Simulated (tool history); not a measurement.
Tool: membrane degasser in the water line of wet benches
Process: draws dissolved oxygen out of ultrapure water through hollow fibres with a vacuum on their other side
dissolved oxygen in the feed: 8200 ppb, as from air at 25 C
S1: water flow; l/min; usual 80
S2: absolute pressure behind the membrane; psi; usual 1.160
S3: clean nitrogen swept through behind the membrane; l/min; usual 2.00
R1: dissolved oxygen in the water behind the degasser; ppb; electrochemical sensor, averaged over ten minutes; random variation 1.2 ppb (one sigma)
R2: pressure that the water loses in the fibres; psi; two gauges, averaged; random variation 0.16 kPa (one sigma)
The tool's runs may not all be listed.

run,hour,S1,S2,S3,R1,R2
1,0.0,80,1.160,2.00,408.6,8.106
2,60.4,80,1.160,2.00,406.0,8.058
3,87.0,80,1.160,2.00,408.3,8.108
4,130.2,80,1.160,2.00,411.5,8.137
5,162.4,80,0.779,2.00,209.9,8.105
6,195.9,80,0.779,2.00,210.7,8.068
7,230.4,80,1.160,2.00,411.0,8.125
8,264.4,80,1.160,2.00,408.9,8.073
9,301.3,80,1.160,2.00,408.8,8.073
10,329.3,80,1.160,2.00,409.3,8.112
11,359.0,56,1.160,2.00,290.8,5.693
12,395.8,56,1.160,2.58,237.2,5.643
13,442.8,62,1.102,2.63,238.6,6.277
14,495.9,119,1.748,1.05,1428.3,12.041
15,538.6,88,1.160,2.07,442.5,8.923
16,579.0,56,2.683,2.54,702.2,5.690
17,639.4,56,0.921,4.39,102.9,5.661
18,690.3,99,1.365,4.39,370.3,10.061
19,740.7,49,1.160,3.32,168.1,4.991
20,779.6,80,0.792,2.16,208.0,8.124
21,840.2,102,0.930,2.00,385.8,10.314

Some steps in R1 between neighbouring runs. How much of each would the tool show without its hidden state too (settings, what came in, random variation), and how much is left for the hidden state, with any gauge scatter that isn't in both results?
The hidden state here: membrane still open, %; true pressure behind the membrane over the reading, kPa; air that leaks in behind the membrane, l/min; drift of the gauge itself on oxygen_ppb, %; drift of the gauge itself on loss_of_pressure_kpa, %.
Run 13 -> 14: S1 62 -> 119, S2 1.102 -> 1.748, S3 2.63 -> 1.05. R1 +1189.7 ppb: hidden state +9.5, all else +1180.2.
Run 14 -> 15: S1 119 -> 88, S2 1.748 -> 1.160, S3 1.05 -> 2.07. R1 -985.8 ppb: hidden state -4.8, all else -981.0.
Run 19 -> 20: S1 49 -> 80, S2 1.160 -> 0.792, S3 3.32 -> 2.16. R1 +39.9 ppb: hidden state +6.4, all else +33.5.

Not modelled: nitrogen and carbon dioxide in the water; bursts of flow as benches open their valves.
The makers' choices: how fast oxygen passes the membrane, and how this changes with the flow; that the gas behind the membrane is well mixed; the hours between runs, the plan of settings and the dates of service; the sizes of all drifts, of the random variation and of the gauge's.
